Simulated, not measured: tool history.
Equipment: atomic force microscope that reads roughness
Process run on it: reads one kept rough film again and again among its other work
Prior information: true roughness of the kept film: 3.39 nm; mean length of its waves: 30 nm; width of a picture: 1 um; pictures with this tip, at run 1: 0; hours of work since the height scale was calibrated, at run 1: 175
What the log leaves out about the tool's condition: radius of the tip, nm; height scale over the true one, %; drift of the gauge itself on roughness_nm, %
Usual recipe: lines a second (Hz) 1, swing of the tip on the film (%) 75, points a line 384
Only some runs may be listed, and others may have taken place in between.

run     day  lines a second (Hz)  swing of the tip on the film (%)  points a line  pictures with this tip  hours of work since the height scale was calibrated  roughness of the kept film (nm (root mean square))
  1       0                    1                                75            384                       0                                                  175                                               2.988
  2   0.296                    1                                75            384                       5                                                  178                                                2.99
  3   0.829                    1                                75            384                      15                                                  184                                               2.982
  4   1.292                    1                                75            666                      22                                                  190                                               2.968
  5     1.8                    1                                75            666                      31                                                  195                                                2.95
  6   2.321                    1                                75            666                      40                                                  201                                               2.932
  7   2.833                    1                                75            666                      49                                                  207                                               2.919
  8   3.212                    1                                75            666                      55                                                  211                                                2.91
  9    3.75                    1                                75            667                      64                                                  217                                               2.879
 10   4.104                    1                                75            667                      70                                                  221                                                2.88
 11   4.617                    1                                75            667                      79                                                  226                                               2.845
 12   4.929                 3.89                                75            384                      84                                                  230                                                2.54
 13   5.496                 3.89                                75            384                      94                                                  236                                               2.527
 14   6.071                 3.89                                75            384                     104                                                  243                                               2.507
 15   6.462                    1                                75            675                     110                                                  247                                               2.795
 16   6.838                    1                                75            675                     117                                                  251                                               2.774
 17   7.171                    1                                75            675                     122                                                  255                                               2.777
 18   7.579                    1                                75            675                     129                                                  259                                               2.751
 19   7.958                    1                                75            675                     136                                                  263                                               2.748
 20   8.433                    1                                75            675                     144                                                  269                                               2.733
 21   8.908                    1                                75            675                     152                                                  274                                               2.718
 22   9.208                    1                                75            675                     157                                                  277                                               2.714
 23   9.488                 0.54                                75            289                     162                                                  280                                               2.718
 24     9.9                 0.58                                81            289                     169                                                  285                                               2.659
 25    10.4                  0.7                                81            807                     177                                                  291                                               2.685
 26  10.696                 0.63                                71            298                     182                                                  294                                               2.657
 27  11.067                 0.73                                81            517                     189                                                  298                                               2.644
 28  11.388                 2.77                                65            427                     194                                                  302                                               2.562
 29    11.9                 2.57                                70            949                     203                                                  307                                               2.535
 30  12.329                 2.18                                57            506                     210                                                  312                                               2.644
 31  12.733                 1.68                                57            506                     217                                                  316                                               2.635
 32  13.138                 0.53                                64            474                     224                                                  321                                               2.655
 33  13.571                 1.84                                83            679                     231                                                  326                                               2.408
 34    13.9                 1.84                                83            679                     237                                                  329                                               2.414
 35  14.146                 0.78                                80            384                     241                                                  332                                               2.544
 36  14.633                 0.55                                70            261                     249                                                  338                                               2.582
 37  14.988                 0.55                                70            261                     255                                                  341                                               2.577

Alternative continuations, all from the tool just after run 37; predict every row:
  A  15.562                 0.55                                67            261                     265                                                  348                                                   ?
  B  15.562                    1                                67            384                     265                                                  348                                                   ?
  C  15.562                 0.91                                87            384                     265                                                  348                                                   ?
  D  15.562                 0.51                                80            593                     265                                                  348                                                   ?

run  roughness of the kept film (nm (root mean square))
  A                                               2.559
  B                                               2.551
  C                                                2.46
  D                                               2.561
The same runs, with their run-to-run variation unchanged, on a tool lacking any hidden condition would have given:
run  roughness of the kept film (nm (root mean square))
  A                                               3.066
  B                                               3.058
  C                                               2.946
  D                                               3.067

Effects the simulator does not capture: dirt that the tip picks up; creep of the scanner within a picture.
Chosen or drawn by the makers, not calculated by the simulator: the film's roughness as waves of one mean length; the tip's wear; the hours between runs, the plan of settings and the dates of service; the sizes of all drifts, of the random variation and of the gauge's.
